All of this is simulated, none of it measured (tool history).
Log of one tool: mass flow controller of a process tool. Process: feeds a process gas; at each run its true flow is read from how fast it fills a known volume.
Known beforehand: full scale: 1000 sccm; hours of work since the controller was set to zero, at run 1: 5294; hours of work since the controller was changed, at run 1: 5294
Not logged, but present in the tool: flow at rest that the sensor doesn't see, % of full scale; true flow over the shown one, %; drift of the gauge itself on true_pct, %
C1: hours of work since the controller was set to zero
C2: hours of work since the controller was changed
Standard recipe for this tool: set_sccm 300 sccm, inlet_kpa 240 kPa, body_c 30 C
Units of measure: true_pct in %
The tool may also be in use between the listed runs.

{"run": 1, "hour": 0.0, "set_sccm": 300, "inlet_kpa": 240, "body_c": 30, "C1": 5294, "C2": 5294, "true_pct": 97.98}
{"run": 2, "hour": 413.3, "set_sccm": 300, "inlet_kpa": 240, "body_c": 30, "C1": 5553, "C2": 5553, "true_pct": 98.16}
{"run": 3, "hour": 771.1, "set_sccm": 300, "inlet_kpa": 240, "body_c": 30, "C1": 5778, "C2": 5778, "true_pct": 98.1}
{"run": 4, "hour": 1058.1, "set_sccm": 300, "inlet_kpa": 240, "body_c": 30, "C1": 5958, "C2": 5958, "true_pct": 98.15}
{"run": 5, "hour": 1284.2, "set_sccm": 300, "inlet_kpa": 240, "body_c": 30, "C1": 6100, "C2": 6100, "true_pct": 98.12}
{"hour": 1325.1, "done": "controller exchanged for a calibrated one"}
{"run": 6, "hour": 1518.7, "set_sccm": 300, "inlet_kpa": 240, "body_c": 30, "C1": 121, "C2": 121, "true_pct": 97.87}
{"run": 7, "hour": 1697.7, "set_sccm": 300, "inlet_kpa": 240, "body_c": 30, "C1": 234, "C2": 234, "true_pct": 97.78}
{"run": 8, "hour": 2122.4, "set_sccm": 300, "inlet_kpa": 239, "body_c": 30, "C1": 500, "C2": 500, "true_pct": 97.84}
{"run": 9, "hour": 2496.0, "set_sccm": 300, "inlet_kpa": 240, "body_c": 30, "C1": 735, "C2": 735, "true_pct": 97.82}
{"run": 10, "hour": 2767.4, "set_sccm": 300, "inlet_kpa": 240, "body_c": 30, "C1": 905, "C2": 905, "true_pct": 97.89}
{"run": 11, "hour": 3101.1, "set_sccm": 473, "inlet_kpa": 204, "body_c": 30, "C1": 1115, "C2": 1115, "true_pct": 98.34}
{"run": 12, "hour": 3415.9, "set_sccm": 580, "inlet_kpa": 153, "body_c": 40, "C1": 1312, "C2": 1312, "true_pct": 97.9}
{"run": 13, "hour": 3852.1, "set_sccm": 688, "inlet_kpa": 240, "body_c": 20, "C1": 1586, "C2": 1586, "true_pct": 100.08}
{"run": 14, "hour": 4202.3, "set_sccm": 300, "inlet_kpa": 240, "body_c": 26, "C1": 1806, "C2": 1806, "true_pct": 98.23}
{"run": 15, "hour": 4476.3, "set_sccm": 300, "inlet_kpa": 218, "body_c": 23, "C1": 1978, "C2": 1978, "true_pct": 98.19}
{"run": 16, "hour": 4779.3, "set_sccm": 300, "inlet_kpa": 274, "body_c": 23, "C1": 2168, "C2": 2168, "true_pct": 98.58}
{"run": 17, "hour": 5159.3, "set_sccm": 520, "inlet_kpa": 240, "body_c": 35, "C1": 2406, "C2": 2406, "true_pct": 98.79}

What if the next run were any one of these 3? Each begins from the tool's condition after run 17:
{"run": "A", "hour": 5415.3, "set_sccm": 496, "inlet_kpa": 221, "body_c": 30, "C1": 2567, "C2": 2567, "true_pct": "?"}
{"run": "B", "hour": 5415.3, "set_sccm": 195, "inlet_kpa": 150, "body_c": 28, "C1": 2567, "C2": 2567, "true_pct": "?"}
{"run": "C", "hour": 5415.3, "set_sccm": 424, "inlet_kpa": 163, "body_c": 35, "C1": 2567, "C2": 2567, "true_pct": "?"}

run=A true_pct=98.76
run=B true_pct=96.57
run=C true_pct=97.89
The same runs, with their run-to-run variation unchanged, on a tool lacking any hidden condition would have given:
run=A true_pct=98.28
run=B true_pct=97.02
run=C true_pct=97.52
